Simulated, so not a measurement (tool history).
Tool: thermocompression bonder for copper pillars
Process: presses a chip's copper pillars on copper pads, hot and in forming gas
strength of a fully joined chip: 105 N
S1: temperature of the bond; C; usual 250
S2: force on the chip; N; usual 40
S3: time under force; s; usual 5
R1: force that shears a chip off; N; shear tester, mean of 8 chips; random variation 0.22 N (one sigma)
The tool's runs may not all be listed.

run 1 hour=0 | S1=250 S2=40 S3=5 | R1=55.5
run 2 hour=39.5 | S1=250 S2=40 S3=5 | R1=55.9
run 3 hour=64.9 | S1=268 S2=40 S3=5 | R1=64.8
-- hour=75.7 forming gas filter changed
run 4 hour=85.1 | S1=268 S2=40 S3=5 | R1=64.7
run 5 hour=104.4 | S1=268 S2=40 S3=5 | R1=64.5
run 6 hour=149.4 | S1=250 S2=40 S3=5 | R1=55.7
run 7 hour=175.6 | S1=250 S2=40 S3=5 | R1=55.5
run 8 hour=198.9 | S1=250 S2=40 S3=5 | R1=55.3
run 9 hour=226.8 | S1=250 S2=40 S3=5 | R1=55.3
-- hour=238.7 heater calibrated with a thermocouple chip
run 10 hour=261.8 | S1=250 S2=40 S3=5 | R1=55.4
run 11 hour=282 | S1=250 S2=40 S3=5 | R1=55.3
-- hour=284.9 forming gas filter changed
run 12 hour=326.6 | S1=250 S2=40 S3=5 | R1=55.1
run 13 hour=363.9 | S1=250 S2=40 S3=5 | R1=55.3
run 14 hour=400.8 | S1=250 S2=40 S3=5 | R1=54.9
run 15 hour=421.4 | S1=250 S2=40 S3=5 | R1=55.5
run 16 hour=464.4 | S1=250 S2=40 S3=5 | R1=54.8
-- hour=495.6 forming gas filter changed
run 17 hour=497.7 | S1=250 S2=40 S3=5 | R1=55.5
run 18 hour=532.5 | S1=250 S2=40 S3=5 | R1=55
run 19 hour=578.1 | S1=250 S2=40 S3=5 | R1=55.3
run 20 hour=601.1 | S1=250 S2=40 S3=5 | R1=54.8
run 21 hour=646.1 | S1=257 S2=32 S3=5 | R1=48.6
run 22 hour=680 | S1=257 S2=32 S3=5 | R1=48.5
-- hour=703.9 forming gas filter changed
run 23 hour=715.6 | S1=252 S2=54 S3=11 | R1=84.1
run 24 hour=745.9 | S1=269 S2=47 S3=7 | R1=78.1
run 25 hour=766.8 | S1=257 S2=47 S3=7 | R1=72.4
run 26 hour=805 | S1=257 S2=47 S3=7 | R1=72.7
run 27 hour=827.3 | S1=250 S2=30 S3=13 | R1=59.2
run 28 hour=864.9 | S1=250 S2=30 S3=13 | R1=59.2
run 29 hour=884.1 | S1=239 S2=44 S3=13 | R1=70.6
-- hour=914.1 forming gas filter changed
run 30 hour=920.8 | S1=265 S2=32 S3=4 | R1=48.1
run 31 hour=945.2 | S1=250 S2=29 S3=9 | R1=50.9
run 32 hour=990.1 | S1=250 S2=29 S3=9 | R1=50.9
run 33 hour=1023.1 | S1=250 S2=29 S3=9 | R1=50.9
run 34 hour=1057.5 | S1=253 S2=40 S3=3 | R1=46.7
run 35 hour=1096.4 | S1=240 S2=44 S3=5 | R1=53.9
-- hour=1123.2 forming gas filter changed
run 36 hour=1137.6 | S1=240 S2=44 S3=5 | R1=53.8
run 37 hour=1166.5 | S1=268 S2=44 S3=5 | R1=67.9
run 38 hour=1194.3 | S1=268 S2=44 S3=5 | R1=68.2
run 39 hour=1214.6 | S1=268 S2=44 S3=4 | R1=63.3

Forecast each of these 3 alternatives for the next run:
run A hour=1254 | S1=268 S2=26 S3=4 | R1=?
run B hour=1254 | S1=278 S2=44 S3=4 | R1=?
run C hour=1254 | S1=243 S2=40 S3=5 | R1=?

run=A R1=40.4
run=B R1=68.6
run=C R1=50.5
Without the tool's hidden state the same runs would have given:
run=A R1=41.5
run=B R1=70.4
run=C R1=51.9
